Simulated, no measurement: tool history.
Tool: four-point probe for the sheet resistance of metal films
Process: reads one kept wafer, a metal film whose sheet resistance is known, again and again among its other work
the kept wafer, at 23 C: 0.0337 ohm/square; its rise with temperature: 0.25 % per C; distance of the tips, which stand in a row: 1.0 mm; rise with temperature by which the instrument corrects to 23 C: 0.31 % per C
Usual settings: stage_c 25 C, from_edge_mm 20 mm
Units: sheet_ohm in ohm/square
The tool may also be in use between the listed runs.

run	hour	stage_c	from_edge_mm	sheet_ohm
1	0.0	25	20	0.033880
2	22.4	25	20	0.033878
3	68.9	25	20	0.033893
4	105.5	26	20	0.033867
5	157.7	18	20	0.034037
6	208.3	18	18	0.034052
7	251.4	18	18	0.034066
8	292.0	18	18	0.034060
9	345.4	18	18	0.034062
10	386.4	18	18	0.034066
11	421.1	28	20	0.033847
12	462.0	28	20	0.033843
13	501.8	25	15	0.033947
14	527.0	19	7	0.034370
15	566.9	19	7	0.034375
16	597.9	32	15	0.033809
17	634.3	19	15	0.034084
18	661.7	33	3	0.035610

3 ways to go on from here, each from the tool as it stands after run 18. What would each give?
A	701.2	29	3	?
B	701.2	20	11	?
C	701.2	32	12	?

run	sheet_ohm
A	0.035693
B	0.034125
C	0.033850
Without the tool's hidden state the same runs would have given:
run	sheet_ohm
A	0.035465
B	0.033905
C	0.033633
